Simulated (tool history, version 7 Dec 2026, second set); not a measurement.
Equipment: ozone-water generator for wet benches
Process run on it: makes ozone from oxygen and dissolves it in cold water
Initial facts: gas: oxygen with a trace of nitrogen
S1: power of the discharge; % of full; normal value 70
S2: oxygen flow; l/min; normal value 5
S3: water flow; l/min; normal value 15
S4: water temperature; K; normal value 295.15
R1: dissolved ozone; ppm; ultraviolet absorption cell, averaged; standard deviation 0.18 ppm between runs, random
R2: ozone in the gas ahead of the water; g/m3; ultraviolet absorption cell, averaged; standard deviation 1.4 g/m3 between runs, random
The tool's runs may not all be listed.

run	hour	S1	S2	S3	S4	R1	R2
1	0	70	5	15	295.15	24.4	253.2
2	54.9	70	5	11	295.15	32.1	251.4
3	157.9	70	5	15	294.15	25	250.2
# hour 203.9: water thermometer calibrated
4	214.7	70	5	15	294.15	24.6	254.3
5	310.6	70	5	15	301.15	21.9	252
6	381	70	5	22	301.15	15.2	252.4
7	448.8	70	6.26	15	295.15	24.6	230.5
8	548.6	70	2.83	12	295.15	28.7	317.7

Run 9 has not been measured yet. What should we expect?
9	633.3	70	2.83	12	295.15	?	?

R1: 29.3 ppm
R2: 318.5 g/m3
Had the tool carried no hidden state, the very same run would have given R1 29.3 ppm, R2 318.5 g/m3.
